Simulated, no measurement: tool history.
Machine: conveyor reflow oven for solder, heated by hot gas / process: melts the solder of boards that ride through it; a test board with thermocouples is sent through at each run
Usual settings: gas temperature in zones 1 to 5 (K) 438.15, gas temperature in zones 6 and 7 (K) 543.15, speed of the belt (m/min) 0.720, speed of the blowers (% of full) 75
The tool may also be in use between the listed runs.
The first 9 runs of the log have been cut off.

run,hour,gas temperature in zones 1 to 5 (K),gas temperature in zones 6 and 7 (K),speed of the belt (m/min),speed of the blowers (% of full),highest temperature of the board (K),time above the solder's melting point (s)
10,269.3,438.15,543.15,0.720,75,520.35,42.3
11,296.7,438.15,543.15,0.720,75,520.15,42.2
12,323.9,438.15,543.15,0.720,75,520.25,42.2
13,359.9,438.15,543.15,0.720,75,520.35,42.5
14,399.6,438.15,543.15,0.720,75,520.55,42.6
15,441.5,438.15,543.15,0.720,75,520.25,42.4
16,463.0,437.15,543.15,0.720,75,520.05,41.9
17,488.4,443.15,542.15,0.713,60,517.45,41.4
18,511.4,438.15,543.15,0.604,79,527.15,57.7
19,553.6,446.15,548.15,0.720,71,525.25,48.0
20,583.7,446.15,548.15,0.720,71,525.05,48.1
21,610.6,446.15,545.15,0.720,71,522.55,46.3
22,644.5,445.15,543.15,0.821,75,516.55,35.1
23,675.7,445.15,543.15,0.821,75,516.55,35.3
24,702.6,445.15,536.15,0.821,75,511.15,30.8
25,721.0,445.15,536.15,0.821,75,511.05,30.7
26,763.6,445.15,536.15,0.821,75,510.85,30.8
27,787.7,439.15,543.15,0.720,75,520.35,42.7
# hour 828.7: flux residue cleaned out of gas plates and filters
28,831.1,439.15,557.15,0.720,75,532.05,50.2
29,857.4,438.15,555.15,0.774,54,520.65,38.0
30,890.4,438.15,555.15,0.774,54,521.25,38.2

What if the next run were any one of these 5? Each begins from the tool's condition after run 30:
A,928.0,443.15,543.15,0.627,75,?,?
B,928.0,438.15,543.15,0.720,68,?,?
C,928.0,438.15,537.15,0.774,69,?,?
D,928.0,438.15,551.15,0.709,69,?,?
E,928.0,438.15,546.15,0.774,54,?,?

run,highest temperature of the board (K),time above the solder's melting point (s)
A,525.95,56.3
B,518.55,40.9
C,510.85,31.4
D,525.55,46.7
E,514.25,32.8
With the hidden condition removed and each run's random variation left untouched, the same runs would have given:
run,highest temperature of the board (K),time above the solder's melting point (s)
A,525.95,56.3
B,518.55,40.9
C,510.85,31.4
D,525.55,46.7
E,514.25,32.8

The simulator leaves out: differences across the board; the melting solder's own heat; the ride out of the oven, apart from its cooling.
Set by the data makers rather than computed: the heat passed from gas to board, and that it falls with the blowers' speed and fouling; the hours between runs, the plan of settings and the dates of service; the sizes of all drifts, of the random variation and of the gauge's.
